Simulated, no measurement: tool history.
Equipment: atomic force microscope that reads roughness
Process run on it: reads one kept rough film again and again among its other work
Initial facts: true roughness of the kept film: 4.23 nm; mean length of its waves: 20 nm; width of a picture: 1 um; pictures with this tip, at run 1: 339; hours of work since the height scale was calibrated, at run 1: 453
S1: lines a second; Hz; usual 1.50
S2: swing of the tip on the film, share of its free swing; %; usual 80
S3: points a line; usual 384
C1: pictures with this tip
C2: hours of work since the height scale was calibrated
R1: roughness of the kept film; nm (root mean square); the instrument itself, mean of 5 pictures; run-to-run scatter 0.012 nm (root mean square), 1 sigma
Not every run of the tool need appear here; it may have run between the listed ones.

run    hour    S1  S2   S3   C1    C2     R1
  1     0.0  1.50  80  384  339   453  1.769
       17.3  -- new tip fitted
  2    52.0  1.50  80  318   51   484  2.545
  3    86.7  1.50  80  366  103   505  2.361
  4   123.8  1.50  80  366  157   528  2.214
  5   159.4  1.50  80  366  210   550  2.061
  6   200.1  1.50  89  384  270   575  1.805
      264.5  -- new tip fitted
  7   264.5  1.50  80  384    0   613  2.801
  8   325.2  1.87  80  384   90   650  2.370
  9   379.5  1.87  80  384  170   684  2.135
 10   436.5  1.87  80  384  254   718  1.923
 11   479.7  1.87  80  384  318   745  1.797
      514.4  -- new tip fitted
 12   516.1  1.50  80  384    3   766  2.760
 13   571.1  1.50  59  384   84   800  2.670
 14   606.3  2.13  59  384  136   821  2.442
 15   636.8  1.50  62  384  181   840  2.332
 16   668.4  1.50  62  384  227   859  2.204
 17   725.0  1.50  62  384  311   894  1.995
      763.3  -- new tip fitted
 18   782.9  3.62  62  384   29   929  2.665
 19   833.3  3.62  84  384  103   959  1.872
 20   889.9  3.62  84  384  186   994  1.672
 21   929.9  3.62  84  384  245  1018  1.561
 22   973.0  1.50  80  860  309  1045  1.828
     1011.2  -- new tip fitted
 23  1019.0  1.50  56  860   11  1072  3.000
 24  1068.1  1.50  56  860   84  1102  2.679
 25  1113.2  1.50  56  428  150  1130  2.417
 26  1161.2  1.50  56  428  221  1159  2.205
 27  1213.2  1.50  56  428  298  1191  2.052
     1259.5  -- new tip fitted
 28  1261.5  1.21  56  428    3  1220  3.092
 29  1318.2  1.01  80  384   87  1254  2.542
 30  1368.4  2.86  80  845  161  1285  2.022
 31  1409.9  1.73  65  544  222  1310  2.211
 32  1455.0  1.73  77  544  289  1338  1.919
 33  1486.1  1.73  77  544  335  1357  1.816
     1508.8  -- new tip fitted
 34  1517.4  1.50  65  384   13  1375  2.851
 35  1555.3  0.79  66  384   69  1398  2.665
 36  1602.6  1.10  66  384  139  1427  2.383
 37  1637.9  2.27  65  384  191  1449  2.125
 38  1674.2  2.27  65  384  244  1471  2.000
 39  1705.7  1.57  61  658  291  1490  2.019
     1755.8  -- new tip fitted
 40  1771.1  2.71  70  457   23  1530  2.653
 41  1832.3  2.71  70  457  113  1567  2.298
 42  1859.7  2.71  70  457  153  1584  2.167
 43  1912.9  1.77  71  384  232  1616  2.037
 44  1943.2  1.77  71  384  277  1635  1.929
     2003.8  -- new tip fitted
 45  2003.8  1.77  71  384    0  1671  2.799
 46  2046.9  1.77  71  384   64  1697  2.509
 47  2092.4  1.77  71  384  131  1725  2.259
 48  2141.2  1.00  59  350  203  1755  2.225
 49  2200.8  1.53  83  277  291  1791  1.749
     2252.3  -- new tip fitted
 50  2252.3  1.53  83  277    0  1822  2.639
 51  2285.5  0.52  80  384   49  1843  2.739
 52  2315.5  1.50  89  425   93  1861  2.209
 53  2380.3  1.50  89  425  189  1900  1.945

What if the next run were any one of these 3? Each begins from the tool's condition after run 53:
  A  2419.2  1.50  73  425  246  1924   ?
  B  2419.2  1.50  80  817  246  1924   ?
  C  2419.2  1.39  58  425  246  1924   ?

run     R1
  A  2.021
  B  1.958
  C  2.152
Had the tool no hidden state, the same runs would have come out as:
run     R1
  A  2.923
  B  2.830
  C  3.115

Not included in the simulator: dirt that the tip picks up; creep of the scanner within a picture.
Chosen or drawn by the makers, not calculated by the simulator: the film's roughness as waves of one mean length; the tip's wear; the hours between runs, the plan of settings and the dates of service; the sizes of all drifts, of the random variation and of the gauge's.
